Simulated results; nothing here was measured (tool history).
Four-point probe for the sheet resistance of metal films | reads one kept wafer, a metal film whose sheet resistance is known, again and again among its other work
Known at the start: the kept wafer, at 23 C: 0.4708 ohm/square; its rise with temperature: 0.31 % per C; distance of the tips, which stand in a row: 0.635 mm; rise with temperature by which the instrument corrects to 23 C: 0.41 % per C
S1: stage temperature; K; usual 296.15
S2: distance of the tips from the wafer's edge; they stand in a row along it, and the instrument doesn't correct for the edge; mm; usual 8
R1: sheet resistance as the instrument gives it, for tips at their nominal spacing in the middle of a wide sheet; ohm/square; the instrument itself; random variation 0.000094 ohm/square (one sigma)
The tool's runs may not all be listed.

run   hour      S1  S2        R1
  1    0.0  296.15   8  0.473692
  2   35.7  296.15   8  0.473704
  3   62.1  296.15  42  0.471925
  4   85.8  296.15  42  0.471992
  5  107.0  296.15  11  0.472919
  6  137.3  294.15   8  0.474400
  7  173.2  294.15   8  0.474497
  8  205.4  293.15   8  0.474962
  9  230.0  293.15   8  0.474938
 10  250.0  293.15   8  0.474889
 11  271.6  302.15   8  0.470417
 12  304.8  299.15   8  0.471933
 13  342.8  299.15  15  0.470540
 14  379.0  296.15   8  0.473258
 15  417.6  296.15   8  0.473261
 16  443.6  306.15   8  0.468386
 17  471.9  306.15   8  0.468344
 18  500.4  296.15  18  0.471931
 19  535.0  296.15  18  0.471922
 20  573.3  296.15  18  0.471718
 21  599.2  291.15  14  0.474691
 22  632.6  296.15   7  0.473594
 23  658.4  296.15   8  0.473146
 24  687.5  299.15   5  0.474050
 25  727.3  299.15  14  0.470370
 26  761.7  299.15  18  0.470366
     764.1  -- stage's thermometer calibrated
 27  778.5  293.15   8  0.474253
 28  811.5  296.15  48  0.471009
 29  829.4  300.15  11  0.469908

Run 30 comes next. What will it give?
 30  863.8  300.15  11   ?

{"run 30": {"R1": 0.469803}}
Without the tool's hidden state the same run would have given R1 0.469607 ohm/square.
